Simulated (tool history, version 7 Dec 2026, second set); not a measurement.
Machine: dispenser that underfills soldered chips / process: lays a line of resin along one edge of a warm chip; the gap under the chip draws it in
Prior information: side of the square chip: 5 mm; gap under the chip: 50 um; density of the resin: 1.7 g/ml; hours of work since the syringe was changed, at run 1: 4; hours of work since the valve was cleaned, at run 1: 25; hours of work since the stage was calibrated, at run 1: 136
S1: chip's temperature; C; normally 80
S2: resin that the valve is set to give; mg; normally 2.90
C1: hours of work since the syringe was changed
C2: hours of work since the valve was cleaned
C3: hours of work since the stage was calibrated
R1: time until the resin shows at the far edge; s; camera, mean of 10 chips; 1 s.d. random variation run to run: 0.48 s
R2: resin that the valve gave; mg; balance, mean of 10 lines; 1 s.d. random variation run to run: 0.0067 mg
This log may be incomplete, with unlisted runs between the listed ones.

run 1 hour=0.0 | S1=80 S2=2.90 | C1=4 C2=25 C3=136 | R1=50.4 R2=2.833
-- hour=8.9 new syringe of resin
run 2 hour=10.4 | S1=80 S2=2.90 | C1=1 C2=32 C3=143 | R1=39.3 R2=2.831
run 3 hour=16.1 | S1=80 S2=2.52 | C1=5 C2=35 C3=147 | R1=55.2 R2=2.447
run 4 hour=22.5 | S1=80 S2=2.90 | C1=9 C2=39 C3=151 | R1=69.8 R2=2.810
-- hour=24.4 new syringe of resin
run 5 hour=30.6 | S1=80 S2=3.53 | C1=4 C2=44 C3=156 | R1=46.0 R2=3.415
-- hour=33.0 dispensing valve cleaned and set on the balance
run 6 hour=39.1 | S1=80 S2=3.53 | C1=9 C2=4 C3=160 | R1=65.8 R2=3.522
-- hour=40.9 new syringe of resin
run 7 hour=46.8 | S1=80 S2=2.90 | C1=4 C2=9 C3=165 | R1=46.8 R2=2.877
run 8 hour=55.2 | S1=80 S2=2.90 | C1=9 C2=14 C3=170 | R1=71.3 R2=2.869
-- hour=56.2 new syringe of resin
run 9 hour=61.8 | S1=70 S2=2.90 | C1=4 C2=18 C3=174 | R1=70.7 R2=2.866
-- hour=71.6 new syringe of resin
run 10 hour=71.8 | S1=80 S2=3.22 | C1=0 C2=24 C3=181 | R1=36.8 R2=3.161
run 11 hour=81.2 | S1=80 S2=3.22 | C1=6 C2=30 C3=187 | R1=57.6 R2=3.150
-- hour=86.6 new syringe of resin
run 12 hour=87.8 | S1=80 S2=2.80 | C1=1 C2=34 C3=191 | R1=38.7 R2=2.742
run 13 hour=95.0 | S1=80 S2=3.71 | C1=5 C2=39 C3=195 | R1=50.3 R2=3.608
-- hour=101.8 new syringe of resin
run 14 hour=101.8 | S1=80 S2=3.17 | C1=0 C2=43 C3=199 | R1=36.1 R2=3.075
-- hour=106.5 dispensing valve cleaned and set on the balance
run 15 hour=111.4 | S1=80 S2=3.17 | C1=5 C2=3 C3=205 | R1=53.3 R2=3.157
-- hour=118.2 new syringe of resin
run 16 hour=118.4 | S1=84 S2=3.42 | C1=0 C2=7 C3=209 | R1=29.8 R2=3.406
run 17 hour=124.4 | S1=84 S2=3.42 | C1=4 C2=11 C3=213 | R1=40.3 R2=3.381
run 18 hour=132.4 | S1=89 S2=2.53 | C1=9 C2=16 C3=218 | R1=51.7 R2=2.496
-- hour=133.5 new syringe of resin
run 19 hour=141.1 | S1=80 S2=3.37 | C1=5 C2=22 C3=223 | R1=51.0 R2=3.317
-- hour=149.1 new syringe of resin
run 20 hour=149.1 | S1=79 S2=2.90 | C1=0 C2=27 C3=228 | R1=37.6 R2=2.845
run 21 hour=153.4 | S1=80 S2=3.09 | C1=3 C2=29 C3=231 | R1=43.8 R2=3.022
run 22 hour=157.4 | S1=72 S2=3.56 | C1=5 C2=32 C3=234 | R1=71.5 R2=3.491
run 23 hour=162.8 | S1=79 S2=2.96 | C1=9 C2=35 C3=237 | R1=71.3 R2=2.881

Estimate the outcome of run 24 from the log above:
-- hour=164.6 new syringe of resin
run 24 hour=171.0 | S1=92 S2=2.90 | C1=4 C2=40 C3=242 | R1=? R2=?

R1: 30.7 s
R2: 2.804 mg
Without the tool's hidden state the same run would have given R1 23.6 s, R2 2.883 mg.

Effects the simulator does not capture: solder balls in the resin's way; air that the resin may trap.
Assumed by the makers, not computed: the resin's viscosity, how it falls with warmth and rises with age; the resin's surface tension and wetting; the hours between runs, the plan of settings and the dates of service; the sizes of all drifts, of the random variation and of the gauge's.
